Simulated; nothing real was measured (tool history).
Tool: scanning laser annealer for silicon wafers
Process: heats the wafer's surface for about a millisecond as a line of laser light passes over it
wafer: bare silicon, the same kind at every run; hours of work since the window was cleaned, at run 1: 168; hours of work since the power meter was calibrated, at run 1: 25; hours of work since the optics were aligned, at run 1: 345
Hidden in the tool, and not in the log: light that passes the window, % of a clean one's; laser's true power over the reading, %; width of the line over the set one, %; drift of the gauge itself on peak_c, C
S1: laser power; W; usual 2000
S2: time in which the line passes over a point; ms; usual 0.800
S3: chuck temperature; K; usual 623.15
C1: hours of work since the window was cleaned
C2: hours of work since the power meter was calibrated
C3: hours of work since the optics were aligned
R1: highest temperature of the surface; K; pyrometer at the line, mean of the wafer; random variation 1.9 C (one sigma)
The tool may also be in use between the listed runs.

| run | hour | S1 | S2 | S3 | C1 | C2 | C3 | R1 |
|---|---|---|---|---|---|---|---|---|
| 1 | 0.0 | 2000 | 0.800 | 623.15 | 168 | 25 | 345 | 1345.15 |
| 2 | 20.2 | 2000 | 0.800 | 623.15 | 178 | 35 | 355 | 1341.15 |
| 3 | 41.3 | 2000 | 0.800 | 623.15 | 189 | 46 | 366 | 1341.15 |
| 4 | 56.4 | 2068 | 0.800 | 623.15 | 196 | 53 | 373 | 1371.15 |
| 5 | 77.4 | 1860 | 0.800 | 623.15 | 207 | 64 | 384 | 1277.15 |
| 6 | 89.4 | 1860 | 0.800 | 623.15 | 213 | 70 | 390 | 1280.15 |
| 7 | 100.9 | 2000 | 0.800 | 622.15 | 219 | 76 | 395 | 1340.15 |
| 8 | 120.5 | 2000 | 0.800 | 622.15 | 228 | 85 | 405 | 1339.15 |
| 9 | 130.2 | 2000 | 0.800 | 622.15 | 233 | 90 | 410 | 1340.15 |
| 10 | 148.0 | 2188 | 0.983 | 645.15 | 242 | 99 | 419 | 1550.15 |
| 11 | 169.4 | 2188 | 0.720 | 599.15 | 253 | 110 | 429 | 1349.15 |
| 12 | 179.1 | 1825 | 0.656 | 615.15 | 258 | 114 | 434 | 1183.15 |
| 13 | 188.4 | 1825 | 0.656 | 615.15 | 262 | 119 | 439 | 1183.15 |
| 14 | 200.5 | 1825 | 0.656 | 615.15 | 268 | 125 | 445 | 1185.15 |
| 15 | 216.1 | 1825 | 0.656 | 615.15 | 276 | 133 | 453 | 1182.15 |

5 ways to go on from here, each from the tool as it stands after run 15. What would each give?
| A | 226.8 | 1971 | 0.656 | 615.15 | 281 | 138 | 458 | ? |
| B | 226.8 | 1825 | 0.608 | 607.15 | 281 | 138 | 458 | ? |
| C | 226.8 | 1717 | 0.736 | 615.15 | 281 | 138 | 458 | ? |
| D | 226.8 | 1889 | 0.656 | 636.15 | 281 | 138 | 458 | ? |
| E | 226.8 | 1751 | 0.656 | 602.15 | 281 | 138 | 458 | ? |

| run | R1 |
|---|---|
| A | 1233.15 |
| B | 1148.15 |
| C | 1179.15 |
| D | 1229.15 |
| E | 1140.15 |
Without the tool's hidden state the same runs would have given:
| run | R1 |
|---|---|
| A | 1259.15 |
| B | 1171.15 |
| C | 1202.15 |
| D | 1254.15 |
| E | 1162.15 |
